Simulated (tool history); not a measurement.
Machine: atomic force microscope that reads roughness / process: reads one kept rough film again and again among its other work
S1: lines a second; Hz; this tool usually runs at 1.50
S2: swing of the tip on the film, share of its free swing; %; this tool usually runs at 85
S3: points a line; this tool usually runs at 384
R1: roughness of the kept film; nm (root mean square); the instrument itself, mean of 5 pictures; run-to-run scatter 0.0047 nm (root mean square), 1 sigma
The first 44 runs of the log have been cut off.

| run | hour | S1 | S2 | S3 | R1 |
|---|---|---|---|---|---|
| 45 | 475.9 | 1.50 | 85 | 656 | 0.591 |
| 46 | 488.7 | 1.50 | 63 | 384 | 0.647 |
|  | 496.0 | new tip fitted |
| 47 | 499.0 | 1.50 | 58 | 860 | 0.685 |
| 48 | 513.3 | 1.50 | 58 | 860 | 0.670 |
| 49 | 528.7 | 2.97 | 85 | 409 | 0.502 |
|  | 539.1 | new tip fitted |
| 50 | 540.7 | 2.97 | 85 | 409 | 0.524 |
| 51 | 556.5 | 2.97 | 66 | 771 | 0.609 |
| 52 | 572.2 | 2.97 | 66 | 771 | 0.608 |
|  | 581.8 | new tip fitted |
| 53 | 588.2 | 2.97 | 66 | 771 | 0.638 |

Alternative continuations, all from the tool just after run 53; predict every row:
| A | 599.1 | 2.71 | 57 | 627 | ? |
| B | 599.1 | 2.09 | 85 | 591 | ? |
| C | 599.1 | 0.58 | 66 | 336 | ? |

| run | R1 |
|---|---|
| A | 0.660 |
| B | 0.560 |
| C | 0.688 |
The same runs, with their run-to-run variation unchanged, on a tool lacking any hidden condition would have given:
| run | R1 |
|---|---|
| A | 0.678 |
| B | 0.575 |
| C | 0.707 |
